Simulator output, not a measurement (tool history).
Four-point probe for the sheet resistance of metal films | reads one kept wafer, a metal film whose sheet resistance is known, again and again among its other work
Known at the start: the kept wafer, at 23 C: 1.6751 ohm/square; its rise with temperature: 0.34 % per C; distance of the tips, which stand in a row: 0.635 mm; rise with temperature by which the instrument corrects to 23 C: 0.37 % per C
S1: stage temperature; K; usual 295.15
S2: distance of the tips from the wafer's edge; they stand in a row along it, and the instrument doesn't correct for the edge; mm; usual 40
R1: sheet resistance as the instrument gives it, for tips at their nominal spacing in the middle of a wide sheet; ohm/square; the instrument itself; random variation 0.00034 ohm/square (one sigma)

Run 1, hour 0: usual settings. Result: R1 1.65939 ohm/square.
Run 2, hour 45: usual settings. Result: R1 1.659656 ohm/square.
Run 3, hour 93.6: usual settings. Result: R1 1.659413 ohm/square.
Run 4, hour 115.9: usual settings. Result: R1 1.659406 ohm/square.
Run 5, hour 156.4: usual settings. Result: R1 1.658941 ohm/square.
Run 6, hour 178.6: usual settings but S1 307.15 K. Result: R1 1.652324 ohm/square.
Run 7, hour 226.1: usual settings but S1 307.15 K. Result: R1 1.652677 ohm/square.
Run 8, hour 277.3: usual settings but S1 307.15 K. Result: R1 1.651756 ohm/square.
Run 9, hour 309.8: usual settings but S1 307.15 K. Result: R1 1.651622 ohm/square.
Run 10, hour 360.5: usual settings but S1 307.15 K. Result: R1 1.652 ohm/square.
Run 11, hour 412.1: usual settings but S1 294.15 K. Result: R1 1.657888 ohm/square.
Run 12, hour 435.2: usual settings but S1 294.15 K. Result: R1 1.657451 ohm/square.
Run 13, hour 465.5: usual settings. Result: R1 1.656873 ohm/square.
Run 14, hour 499.9: usual settings but S1 291.15 K. Result: R1 1.659174 ohm/square.
Run 15, hour 539.3: usual settings but S2 9 mm. Result: R1 1.660613 ohm/square.
Run 16, hour 580.8: usual settings but S2 9 mm. Result: R1 1.660563 ohm/square.
Run 17, hour 625.7: usual settings but S2 9 mm. Result: R1 1.660216 ohm/square.
Run 18, hour 667.4: usual settings but S2 9 mm. Result: R1 1.659996 ohm/square.
Run 19, hour 719.4: usual settings but S2 9 mm. Result: R1 1.660015 ohm/square.
Run 20, hour 757.5: usual settings. Result: R1 1.655279 ohm/square.
Run 21, hour 779.6: usual settings. Result: R1 1.655166 ohm/square.
Run 22, hour 817.5: usual settings. Result: R1 1.654801 ohm/square.
Run 23, hour 860.3: usual settings but S1 303.15 K, S2 27 mm. Result: R1 1.650726 ohm/square.
Run 24, hour 889.6: usual settings but S2 17 mm. Result: R1 1.654987 ohm/square.
Run 25, hour 934.9: usual settings but S1 301.15 K, S2 9 mm. Result: R1 1.655342 ohm/square.
Run 26, hour 973.9: usual settings but S1 303.15 K, S2 15 mm. Result: R1 1.65091 ohm/square.
Run 27, hour 1000.6: usual settings but S1 303.15 K, S2 15 mm. Result: R1 1.650845 ohm/square.
Run 28, hour 1037.3: usual settings but S1 303.15 K, S2 15 mm. Result: R1 1.651176 ohm/square.
Run 29, hour 1074.9: usual settings but S1 293.15 K, S2 19 mm. Result: R1 1.654888 ohm/square.
Run 30, hour 1121.9: usual settings but S1 293.15 K, S2 19 mm. Result: R1 1.654971 ohm/square.
Run 31, hour 1173: usual settings but S1 293.15 K, S2 19 mm. Result: R1 1.65453 ohm/square.
Run 32, hour 1219.5: usual settings but S1 293.15 K, S2 19 mm. Result: R1 1.654429 ohm/square.
At hour 1241.2: new probe head fitted.
Run 33, hour 1273.5: usual settings but S1 293.15 K, S2 19 mm. Result: R1 1.674996 ohm/square.
Run 34, hour 1295.4: usual settings but S1 306.15 K, S2 47 mm. Result: R1 1.666355 ohm/square.
Run 35, hour 1328.9: usual settings but S1 304.15 K, S2 4 mm. Result: R1 1.68991 ohm/square.
Run 36, hour 1377.3: usual settings but S1 304.15 K, S2 6 mm. Result: R1 1.676761 ohm/square.
Run 37, hour 1412.5: usual settings but S1 307.15 K. Result: R1 1.665935 ohm/square.
Run 38, hour 1435.3: usual settings but S1 307.15 K. Result: R1 1.66574 ohm/square.
Run 39, hour 1482.5: usual settings but S1 307.15 K. Result: R1 1.66524 ohm/square.
Run 40, hour 1512.3: usual settings but S2 35 mm. Result: R1 1.670996 ohm/square.
Run 41, hour 1536: usual settings but S1 293.15 K, S2 67 mm. Result: R1 1.671631 ohm/square.
Run 42, hour 1559.6: usual settings but S1 293.15 K, S2 67 mm. Result: R1 1.672228 ohm/square.
Run 43, hour 1583.8: usual settings but S1 293.15 K, S2 12 mm. Result: R1 1.674586 ohm/square.
Run 44, hour 1635.8: usual settings but S1 302.15 K, S2 12 mm. Result: R1 1.668953 ohm/square.

5 ways to go on from here, each from the tool as it stands after run 44. What would each give?
Run A, hour 1657.7: usual settings but S1 302.15 K, S2 62 mm. Result: R1 ?.
Run B, hour 1657.7: usual settings but S1 305.15 K, S2 12 mm. Result: R1 ?.
Run C, hour 1657.7: usual settings but S2 5 mm. Result: R1 ?.
Run D, hour 1657.7: usual settings but S1 299.15 K, S2 39 mm. Result: R1 ?.
Run E, hour 1657.7: usual settings but S1 306.15 K, S2 12 mm. Result: R1 ?.

run        R1
  A  1.666366
  B  1.667996
  C  1.685046
  D   1.66828
  E   1.66719
Without the tool's hidden state the same runs would have given:
run        R1
  A  1.671707
  B  1.673356
  C  1.690405
  D  1.673611
  E  1.672552

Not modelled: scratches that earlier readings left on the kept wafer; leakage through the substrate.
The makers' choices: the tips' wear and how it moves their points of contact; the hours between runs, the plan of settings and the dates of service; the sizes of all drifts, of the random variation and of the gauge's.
